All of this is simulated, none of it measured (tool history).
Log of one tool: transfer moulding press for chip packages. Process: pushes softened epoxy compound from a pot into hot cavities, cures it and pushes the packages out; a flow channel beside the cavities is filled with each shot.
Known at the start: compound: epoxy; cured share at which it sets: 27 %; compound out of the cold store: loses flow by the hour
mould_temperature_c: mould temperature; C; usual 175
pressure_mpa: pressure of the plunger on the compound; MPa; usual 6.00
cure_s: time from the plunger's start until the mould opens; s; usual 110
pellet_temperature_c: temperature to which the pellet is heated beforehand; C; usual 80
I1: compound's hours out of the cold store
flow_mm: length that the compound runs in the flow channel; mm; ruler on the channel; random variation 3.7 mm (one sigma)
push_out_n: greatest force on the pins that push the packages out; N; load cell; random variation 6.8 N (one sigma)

{"run": 1, "hour": 0.0, "mould_temperature_c": 175, "pressure_mpa": 6.0, "cure_s": 110, "pellet_temperature_c": 80, "I1": 36.4, "flow_mm": 491, "push_out_n": 338}
{"hour": 48.2, "done": "cavities cleaned with cleaning compound and waxed"}
{"run": 2, "hour": 57.2, "mould_temperature_c": 175, "pressure_mpa": 6.0, "cure_s": 148, "pellet_temperature_c": 80, "I1": 25.5, "flow_mm": 527, "push_out_n": 276}
{"run": 3, "hour": 103.0, "mould_temperature_c": 175, "pressure_mpa": 6.0, "cure_s": 148, "pellet_temperature_c": 82, "I1": 42.5, "flow_mm": 466, "push_out_n": 416}
{"hour": 110.7, "done": "cavities cleaned with cleaning compound and waxed"}
{"hour": 172.5, "done": "cavities cleaned with cleaning compound and waxed"}
{"run": 4, "hour": 172.5, "mould_temperature_c": 175, "pressure_mpa": 6.0, "cure_s": 148, "pellet_temperature_c": 82, "I1": 10.1, "flow_mm": 584, "push_out_n": 255}
{"hour": 233.1, "done": "cavities cleaned with cleaning compound and waxed"}
{"run": 5, "hour": 233.4, "mould_temperature_c": 175, "pressure_mpa": 6.0, "cure_s": 148, "pellet_temperature_c": 82, "I1": 25.8, "flow_mm": 518, "push_out_n": 247}
{"run": 6, "hour": 286.9, "mould_temperature_c": 175, "pressure_mpa": 6.0, "cure_s": 148, "pellet_temperature_c": 82, "I1": 42.7, "flow_mm": 463, "push_out_n": 434}
{"hour": 293.6, "done": "cavities cleaned with cleaning compound and waxed"}
{"run": 7, "hour": 335.7, "mould_temperature_c": 175, "pressure_mpa": 6.0, "cure_s": 148, "pellet_temperature_c": 82, "I1": 42.5, "flow_mm": 459, "push_out_n": 390}
{"hour": 356.0, "done": "cavities cleaned with cleaning compound and waxed"}
{"run": 8, "hour": 376.9, "mould_temperature_c": 175, "pressure_mpa": 5.66, "cure_s": 148, "pellet_temperature_c": 82, "I1": 8.1, "flow_mm": 554, "push_out_n": 332}
{"hour": 418.8, "done": "cavities cleaned with cleaning compound and waxed"}
{"run": 9, "hour": 442.9, "mould_temperature_c": 175, "pressure_mpa": 6.0, "cure_s": 110, "pellet_temperature_c": 80, "I1": 16.5, "flow_mm": 538, "push_out_n": 395}
{"hour": 481.8, "done": "cavities cleaned with cleaning compound and waxed"}
{"run": 10, "hour": 502.8, "mould_temperature_c": 175, "pressure_mpa": 6.0, "cure_s": 110, "pellet_temperature_c": 80, "I1": 10.7, "flow_mm": 562, "push_out_n": 389}
{"hour": 545.3, "done": "cavities cleaned with cleaning compound and waxed"}
{"run": 11, "hour": 570.3, "mould_temperature_c": 175, "pressure_mpa": 6.0, "cure_s": 110, "pellet_temperature_c": 80, "I1": 19.1, "flow_mm": 525, "push_out_n": 379}
{"hour": 605.9, "done": "cavities cleaned with cleaning compound and waxed"}
{"run": 12, "hour": 628.9, "mould_temperature_c": 175, "pressure_mpa": 6.96, "cure_s": 110, "pellet_temperature_c": 80, "I1": 36.9, "flow_mm": 496, "push_out_n": 381}
{"hour": 666.8, "done": "cavities cleaned with cleaning compound and waxed"}
{"run": 13, "hour": 685.9, "mould_temperature_c": 175, "pressure_mpa": 6.96, "cure_s": 110, "pellet_temperature_c": 80, "I1": 38.3, "flow_mm": 489, "push_out_n": 367}
{"hour": 723.9, "done": "plunger's sealing rings changed"}
{"hour": 731.8, "done": "cavities cleaned with cleaning compound and waxed"}
{"run": 14, "hour": 754.8, "mould_temperature_c": 181, "pressure_mpa": 6.0, "cure_s": 110, "pellet_temperature_c": 80, "I1": 14.3, "flow_mm": 563, "push_out_n": 349}
{"hour": 794.1, "done": "cavities cleaned with cleaning compound and waxed"}
{"run": 15, "hour": 817.3, "mould_temperature_c": 173, "pressure_mpa": 6.0, "cure_s": 110, "pellet_temperature_c": 90, "I1": 16.8, "flow_mm": 569, "push_out_n": 409}
{"hour": 860.1, "done": "cavities cleaned with cleaning compound and waxed"}
{"run": 16, "hour": 884.2, "mould_temperature_c": 175, "pressure_mpa": 4.72, "cure_s": 134, "pellet_temperature_c": 80, "I1": 42.6, "flow_mm": 413, "push_out_n": 361}
{"hour": 923.3, "done": "cavities cleaned with cleaning compound and waxed"}
{"run": 17, "hour": 940.4, "mould_temperature_c": 175, "pressure_mpa": 4.72, "cure_s": 96, "pellet_temperature_c": 71, "I1": 37.7, "flow_mm": 431, "push_out_n": 375}
{"hour": 987.6, "done": "cavities cleaned with cleaning compound and waxed"}
{"run": 18, "hour": 1008.4, "mould_temperature_c": 172, "pressure_mpa": 4.72, "cure_s": 96, "pellet_temperature_c": 71, "I1": 16.1, "flow_mm": 496, "push_out_n": 509}
{"hour": 1051.0, "done": "cavities cleaned with cleaning compound and waxed"}
{"run": 19, "hour": 1062.7, "mould_temperature_c": 172, "pressure_mpa": 4.72, "cure_s": 96, "pellet_temperature_c": 71, "I1": 18.0, "flow_mm": 487, "push_out_n": 457}
{"hour": 1113.2, "done": "cavities cleaned with cleaning compound and waxed"}
{"run": 20, "hour": 1124.5, "mould_temperature_c": 172, "pressure_mpa": 4.72, "cure_s": 96, "pellet_temperature_c": 71, "I1": 35.9, "flow_mm": 428, "push_out_n": 446}
{"hour": 1152.0, "done": "mould's thermocouples calibrated"}
{"run": 21, "hour": 1156.3, "mould_temperature_c": 172, "pressure_mpa": 4.72, "cure_s": 96, "pellet_temperature_c": 71, "I1": 29.1, "flow_mm": 451, "push_out_n": 623}
{"hour": 1180.7, "done": "cavities cleaned with cleaning compound and waxed"}
{"run": 22, "hour": 1188.7, "mould_temperature_c": 175, "pressure_mpa": 5.8, "cure_s": 111, "pellet_temperature_c": 80, "I1": 21.5, "flow_mm": 523, "push_out_n": 315}
{"run": 23, "hour": 1219.0, "mould_temperature_c": 175, "pressure_mpa": 5.8, "cure_s": 111, "pellet_temperature_c": 80, "I1": 15.5, "flow_mm": 539, "push_out_n": 441}
{"hour": 1241.5, "done": "cavities cleaned with cleaning compound and waxed"}
{"run": 24, "hour": 1267.8, "mould_temperature_c": 174, "pressure_mpa": 4.78, "cure_s": 128, "pellet_temperature_c": 86, "I1": 15.3, "flow_mm": 484, "push_out_n": 367}
{"hour": 1304.0, "done": "cavities cleaned with cleaning compound and waxed"}
{"run": 25, "hour": 1307.5, "mould_temperature_c": 174, "pressure_mpa": 4.78, "cure_s": 128, "pellet_temperature_c": 86, "I1": 30.0, "flow_mm": 440, "push_out_n": 275}
{"run": 26, "hour": 1352.9, "mould_temperature_c": 175, "pressure_mpa": 5.03, "cure_s": 110, "pellet_temperature_c": 85, "I1": 38.6, "flow_mm": 423, "push_out_n": 456}

Forecast each of these 3 alternatives for the next run:
{"hour": 1365.8, "done": "cavities cleaned with cleaning compound and waxed"}
{"run": "A", "hour": 1424.1, "mould_temperature_c": 175, "pressure_mpa": 6.0, "cure_s": 138, "pellet_temperature_c": 80, "I1": 40.3, "flow_mm": "?", "push_out_n": "?"}
{"hour": 1365.8, "done": "cavities cleaned with cleaning compound and waxed"}
{"run": "B", "hour": 1424.1, "mould_temperature_c": 175, "pressure_mpa": 5.03, "cure_s": 110, "pellet_temperature_c": 89, "I1": 26.6, "flow_mm": "?", "push_out_n": "?"}
{"hour": 1365.8, "done": "cavities cleaned with cleaning compound and waxed"}
{"run": "C", "hour": 1424.1, "mould_temperature_c": 170, "pressure_mpa": 4.58, "cure_s": 110, "pellet_temperature_c": 75, "I1": 35.5, "flow_mm": "?", "push_out_n": "?"}

run=A flow_mm=450 push_out_n=438
run=B flow_mm=450 push_out_n=480
run=C flow_mm=414 push_out_n=573
Without the tool's hidden state the same runs would have given:
run=A flow_mm=484 push_out_n=248
run=B flow_mm=484 push_out_n=271
run=C flow_mm=445 push_out_n=322
